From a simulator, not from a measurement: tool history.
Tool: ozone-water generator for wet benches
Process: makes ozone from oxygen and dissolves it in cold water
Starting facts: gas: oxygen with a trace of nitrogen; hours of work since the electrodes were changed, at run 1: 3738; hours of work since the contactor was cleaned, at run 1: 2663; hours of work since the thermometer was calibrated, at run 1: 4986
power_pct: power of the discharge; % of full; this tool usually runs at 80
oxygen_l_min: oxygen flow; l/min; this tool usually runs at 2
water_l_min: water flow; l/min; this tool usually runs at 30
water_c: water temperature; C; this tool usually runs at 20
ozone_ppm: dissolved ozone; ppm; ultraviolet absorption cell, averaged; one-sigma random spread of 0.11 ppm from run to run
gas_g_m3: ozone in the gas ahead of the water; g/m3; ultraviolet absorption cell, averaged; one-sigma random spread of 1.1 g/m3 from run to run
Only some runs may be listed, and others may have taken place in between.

| run | hour | power_pct | oxygen_l_min | water_l_min | water_c | hours of work since the electrodes were changed | hours of work since the contactor was cleaned | hours of work since the thermometer was calibrated | ozone_ppm | gas_g_m3 |
|---|---|---|---|---|---|---|---|---|---|---|
| 1 | 0 | 80 | 2 | 30 | 20 | 3738 | 2663 | 4986 | 8.7 | 191.7 |
| 2 | 72.7 | 80 | 2 | 30 | 20 | 3792 | 2718 | 5041 | 8.7 | 193.1 |
| 3 | 210.2 | 80 | 2 | 30 | 20 | 3896 | 2822 | 5145 | 8.8 | 191.8 |
| 4 | 304.1 | 80 | 2 | 30 | 20 | 3967 | 2893 | 5216 | 8.8 | 191.5 |
| 5 | 384.9 | 80 | 2.9 | 30 | 20 | 4028 | 2953 | 5276 | 9.8 | 161.3 |
| 6 | 453 | 80 | 2 | 30 | 20 | 4079 | 3005 | 5328 | 8.7 | 190.7 |
| 7 | 558.5 | 80 | 2 | 30 | 20 | 4158 | 3084 | 5407 | 8.9 | 193.2 |
| 8 | 698.6 | 80 | 2 | 30 | 22 | 4264 | 3190 | 5513 | 8.8 | 192.3 |
| 9 | 823 | 80 | 2 | 30 | 22 | 4358 | 3284 | 5607 | 8.8 | 192.4 |
|  | 908.1 | water thermometer calibrated |
| 10 | 929.7 | 80 | 1.05 | 30 | 20 | 4438 | 3363 | 16 | 6.9 | 263.1 |
| 11 | 1035 | 80 | 1.05 | 30 | 20 | 4517 | 3443 | 96 | 6.7 | 260.2 |
| 12 | 1114.1 | 80 | 1.05 | 30 | 20 | 4577 | 3502 | 155 | 6.9 | 258.3 |
| 13 | 1257.3 | 80 | 1.05 | 30 | 20 | 4684 | 3610 | 263 | 7 | 263.1 |
| 14 | 1367 | 80 | 1.05 | 30 | 20 | 4767 | 3693 | 346 | 6.9 | 262.5 |
| 15 | 1436 | 80 | 1.46 | 30 | 20 | 4819 | 3745 | 398 | 8 | 223.3 |
| 16 | 1566.7 | 80 | 2 | 30 | 20 | 4918 | 3843 | 496 | 8.9 | 191.3 |
| 17 | 1652.6 | 80 | 2.31 | 21 | 21 | 4982 | 3908 | 561 | 13 | 179.4 |
|  | 1716.7 | contactor cleaned |
| 18 | 1733.1 | 80 | 2.31 | 21 | 21 | 5040 | 12 | 619 | 12.7 | 181.3 |
| 19 | 1847.9 | 65 | 1.12 | 21 | 21 | 5126 | 99 | 705 | 9.1 | 224.7 |
| 20 | 1998.3 | 84 | 2.01 | 30 | 20 | 5240 | 212 | 818 | 9.1 | 199 |
| 21 | 2098.7 | 80 | 2 | 30 | 16 | 5315 | 288 | 894 | 9.2 | 190.4 |
| 22 | 2184.4 | 44 | 1.53 | 27 | 16 | 5380 | 352 | 959 | 6.5 | 152.2 |
| 23 | 2285.8 | 76 | 2 | 30 | 20 | 5456 | 429 | 1035 | 8.5 | 187.1 |
| 24 | 2375.7 | 47 | 2.32 | 37 | 15 | 5524 | 497 | 1103 | 5.6 | 131.5 |
| 25 | 2493.1 | 45 | 2.98 | 37 | 21 | 5613 | 585 | 1191 | 5.8 | 112.5 |
| 26 | 2569.9 | 73 | 3.16 | 44 | 18 | 5670 | 643 | 1249 | 6.7 | 147.3 |
| 27 | 2700.6 | 73 | 3.16 | 44 | 18 | 5769 | 741 | 1348 | 6.6 | 147 |
| 28 | 2842.2 | 73 | 3.16 | 44 | 18 | 5876 | 848 | 1454 | 6.6 | 147.3 |
| 29 | 2929.3 | 90 | 2 | 27 | 20 | 5941 | 914 | 1520 | 10.6 | 205.4 |
| 30 | 3018.5 | 80 | 2.27 | 31 | 20 | 6008 | 981 | 1587 | 8.9 | 181.5 |
| 31 | 3143.6 | 80 | 2.27 | 31 | 20 | 6103 | 1075 | 1681 | 8.8 | 180.7 |
| 32 | 3220.2 | 50 | 2 | 38 | 20 | 6160 | 1133 | 1739 | 5.1 | 146 |

Branching from run 32: 5 alternative next runs. What would each branch give?
| A | 3364.7 | 88 | 2 | 35 | 15 | 6269 | 1242 | 1848 | ? | ? |
| B | 3364.7 | 41 | 2 | 30 | 22 | 6269 | 1242 | 1848 | ? | ? |
| C | 3364.7 | 49 | 1.72 | 38 | 13 | 6269 | 1242 | 1848 | ? | ? |
| D | 3364.7 | 67 | 2 | 38 | 20 | 6269 | 1242 | 1848 | ? | ? |
| E | 3364.7 | 62 | 2 | 30 | 20 | 6269 | 1242 | 1848 | ? | ? |

| run | ozone_ppm | gas_g_m3 |
|---|---|---|
| A | 8.1 | 204.9 |
| B | 5.8 | 129.6 |
| C | 5 | 153.8 |
| D | 6 | 173.8 |
| E | 7.6 | 165.4 |
With no hidden state in the tool, these same runs would have given:
| run | ozone_ppm | gas_g_m3 |
|---|---|---|
| A | 8.1 | 205.3 |
| B | 5.8 | 129.8 |
| C | 5 | 154.1 |
| D | 6.1 | 174.1 |
| E | 7.6 | 165.7 |
